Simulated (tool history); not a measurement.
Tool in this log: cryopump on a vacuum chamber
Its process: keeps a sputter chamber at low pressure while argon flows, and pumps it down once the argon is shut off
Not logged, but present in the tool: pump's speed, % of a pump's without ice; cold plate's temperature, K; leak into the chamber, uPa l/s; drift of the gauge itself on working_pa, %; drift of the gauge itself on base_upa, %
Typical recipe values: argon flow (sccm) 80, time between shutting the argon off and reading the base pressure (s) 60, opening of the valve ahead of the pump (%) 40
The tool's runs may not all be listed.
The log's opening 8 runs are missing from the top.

run     day  argon flow (sccm)  time between shutting the argon off and reading the base pressure (s)  opening of the valve ahead of the pump (%)  hours of work since the pump was warmed up and emptied  hours of work since the cold head was overhauled  hours of work since the chamber's fittings were tightened  pressure while argon flows (Pa)  pressure after the wait (uPa)
  9   3.467                 80                                                                     60                                          40                                                     337                                               337                                                       1322                           0.1810                           2.32
 10   3.938                 80                                                                     22                                          40                                                     344                                               344                                                       1328                           0.1806                           3.99
 11   4.221                 80                                                                     22                                          40                                                     349                                               349                                                       1333                           0.1811                           4.07
 12   4.488                 80                                                                     22                                          40                                                     352                                               352                                                       1336                           0.1808                           4.07
 13   4.758                 80                                                                     60                                          31                                                     356                                               356                                                       1340                           0.2303                           2.28
 14   5.250                 80                                                                     60                                          40                                                     364                                               364                                                       1348                           0.1809                           2.27
 15   5.658                 80                                                                     60                                          40                                                     370                                               370                                                       1354                           0.1798                           2.28
 16   6.200                 80                                                                     60                                          40                                                     377                                               377                                                       1361                           0.1816                           2.39
 17   6.767                 80                                                                     60                                          40                                                     386                                               386                                                       1370                           0.1808                           2.32
 18   7.238                 80                                                                     60                                          51                                                     393                                               393                                                       1377                           0.1449                           2.28
 19   7.633                 80                                                                     69                                          16                                                     398                                               398                                                       1382                           0.4422                           2.26
 20   8.167                 80                                                                     69                                          16                                                     406                                               406                                                       1390                           0.4457                           2.19
 21   8.742                 80                                                                     69                                          16                                                     415                                               415                                                       1399                           0.4442                           2.20
 22   9.233                132                                                                    118                                          40                                                     422                                               422                                                       1406                           0.3005                           1.81
 23   9.496                 97                                                                    123                                          48                                                     426                                               426                                                       1410                           0.1834                           1.84
 24   9.988                104                                                                     54                                          52                                                     433                                               433                                                       1417                           0.1865                           2.49
 25  10.429                 90                                                                     33                                          32                                                     439                                               439                                                       1423                           0.2543                           3.31
 26  10.908                106                                                                    290                                          56                                                     446                                               446                                                       1430                           0.1749                           1.58
 27  11.412                 74                                                                     49                                          21                                                     454                                               454                                                       1438                           0.3157                           2.67
 28  12.046                 32                                                                     49                                          24                                                     463                                               463                                                       1447                           0.1195                           2.61
 29  12.525                 33                                                                     49                                          50                                                     470                                               470                                                       1454                           0.0609                           2.59
 30  12.912                 33                                                                     49                                          50                                                     475                                               475                                                       1459                           0.0611                           2.60
 31  13.412                 64                                                                    173                                          30                                                     483                                               483                                                       1467                           0.1937                           1.77
 32  13.833                103                                                                    182                                          36                                                     489                                               489                                                       1473                           0.2628                           1.72
 33  14.375                 83                                                                    182                                          45                                                     497                                               497                                                       1481                           0.1709                           1.70

5 ways to go on from here, each from the tool as it stands after run 33. What would each give?
  A  14.946                115                                                                     27                                          40                                                     505                                               505                                                       1489                                ?                              ?
  B  14.946                 66                                                                     31                                          45                                                     505                                               505                                                       1489                                ?                              ?
  C  14.946                121                                                                    172                                          40                                                     505                                               505                                                       1489                                ?                              ?
  D  14.946                 36                                                                     44                                          45                                                     505                                               505                                                       1489                                ?                              ?
  E  14.946                114                                                                    182                                          45                                                     505                                               505                                                       1489                                ?                              ?

run  pressure while argon flows (Pa)  pressure after the wait (uPa)
  A                           0.2674                           3.72
  B                           0.1373                           3.30
  C                           0.2787                           1.78
  D                           0.0743                           2.87
  E                           0.2338                           1.75
With no hidden state in the tool, these same runs would have given:
run  pressure while argon flows (Pa)  pressure after the wait (uPa)
  A                           0.2532                           2.45
  B                           0.1291                           2.06
  C                           0.2638                           0.50
  D                           0.0699                           1.60
  E                           0.2198                           0.48

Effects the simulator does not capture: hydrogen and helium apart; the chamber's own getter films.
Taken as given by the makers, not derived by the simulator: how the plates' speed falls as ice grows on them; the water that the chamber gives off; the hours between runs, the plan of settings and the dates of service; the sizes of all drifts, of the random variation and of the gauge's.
